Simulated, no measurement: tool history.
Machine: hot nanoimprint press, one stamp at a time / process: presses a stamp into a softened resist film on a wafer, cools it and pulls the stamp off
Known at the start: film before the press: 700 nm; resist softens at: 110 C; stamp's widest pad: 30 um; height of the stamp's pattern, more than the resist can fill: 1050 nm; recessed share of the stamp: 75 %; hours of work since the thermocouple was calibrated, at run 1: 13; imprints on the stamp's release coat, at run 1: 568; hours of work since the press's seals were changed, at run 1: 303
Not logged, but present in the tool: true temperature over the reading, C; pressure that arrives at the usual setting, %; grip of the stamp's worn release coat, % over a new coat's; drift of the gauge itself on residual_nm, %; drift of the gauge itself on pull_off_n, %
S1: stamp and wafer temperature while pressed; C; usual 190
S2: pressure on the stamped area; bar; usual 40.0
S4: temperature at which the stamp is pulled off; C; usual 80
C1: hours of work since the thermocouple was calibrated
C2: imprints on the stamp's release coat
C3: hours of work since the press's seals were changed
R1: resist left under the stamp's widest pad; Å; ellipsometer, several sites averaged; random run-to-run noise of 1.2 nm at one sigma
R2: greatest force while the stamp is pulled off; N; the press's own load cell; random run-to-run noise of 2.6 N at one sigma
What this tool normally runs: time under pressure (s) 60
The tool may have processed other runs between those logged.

{"run": 1, "hour": 0.0, "S1": 190, "S2": 40.0, "time under pressure (s)": 60, "S4": 80, "C1": 13, "C2": 568, "C3": 303, "R1": 4037, "R2": 135}
{"run": 2, "hour": 10.8, "S1": 190, "S2": 40.0, "time under pressure (s)": 60, "S4": 80, "C1": 20, "C2": 618, "C3": 311, "R1": 4021, "R2": 136}
{"run": 3, "hour": 19.3, "S1": 190, "S2": 40.0, "time under pressure (s)": 60, "S4": 80, "C1": 26, "C2": 657, "C3": 317, "R1": 4070, "R2": 138}
{"run": 4, "hour": 30.1, "S1": 190, "S2": 40.0, "time under pressure (s)": 60, "S4": 80, "C1": 34, "C2": 706, "C3": 324, "R1": 4031, "R2": 139}
{"hour": 33.7, "done": "plate thermocouple calibrated"}
{"run": 5, "hour": 44.4, "S1": 190, "S2": 30.8, "time under pressure (s)": 60, "S4": 80, "C1": 8, "C2": 758, "C3": 332, "R1": 4408, "R2": 143}
{"run": 6, "hour": 52.6, "S1": 190, "S2": 51.6, "time under pressure (s)": 54, "S4": 66, "C1": 13, "C2": 796, "C3": 338, "R1": 3838, "R2": 155}
{"run": 7, "hour": 60.0, "S1": 190, "S2": 40.0, "time under pressure (s)": 38, "S4": 80, "C1": 19, "C2": 830, "C3": 343, "R1": 4627, "R2": 142}
{"run": 8, "hour": 65.6, "S1": 190, "S2": 40.0, "time under pressure (s)": 38, "S4": 80, "C1": 23, "C2": 856, "C3": 347, "R1": 4630, "R2": 144}
{"run": 9, "hour": 72.5, "S1": 190, "S2": 40.0, "time under pressure (s)": 38, "S4": 80, "C1": 27, "C2": 887, "C3": 352, "R1": 4621, "R2": 148}
{"run": 10, "hour": 79.2, "S1": 179, "S2": 30.6, "time under pressure (s)": 60, "S4": 80, "C1": 32, "C2": 918, "C3": 357, "R1": 5848, "R2": 141}

Alternative continuations, all from the tool just after run 10; predict every row:
{"run": "A", "hour": 86.4, "S1": 179, "S2": 30.6, "time under pressure (s)": 60, "S4": 81, "C1": 37, "C2": 952, "C3": 362, "R1": "?", "R2": "?"}
{"run": "B", "hour": 86.4, "S1": 179, "S2": 46.6, "time under pressure (s)": 39, "S4": 80, "C1": 37, "C2": 952, "C3": 362, "R1": "?", "R2": "?"}
{"run": "C", "hour": 86.4, "S1": 179, "S2": 30.6, "time under pressure (s)": 102, "S4": 71, "C1": 37, "C2": 952, "C3": 362, "R1": "?", "R2": "?"}
{"run": "D", "hour": 86.4, "S1": 179, "S2": 30.6, "time under pressure (s)": 60, "S4": 86, "C1": 37, "C2": 952, "C3": 362, "R1": "?", "R2": "?"}

run=A R1=5858 R2=150
run=B R1=5870 R2=142
run=C R1=5308 R2=149
run=D R1=5831 R2=140
Take away the tool's hidden state, keep each run's random variation, and the runs would have read:
run=A R1=5873 R2=121
run=B R1=5875 R2=114
run=C R1=5328 R2=120
run=D R1=5846 R2=113
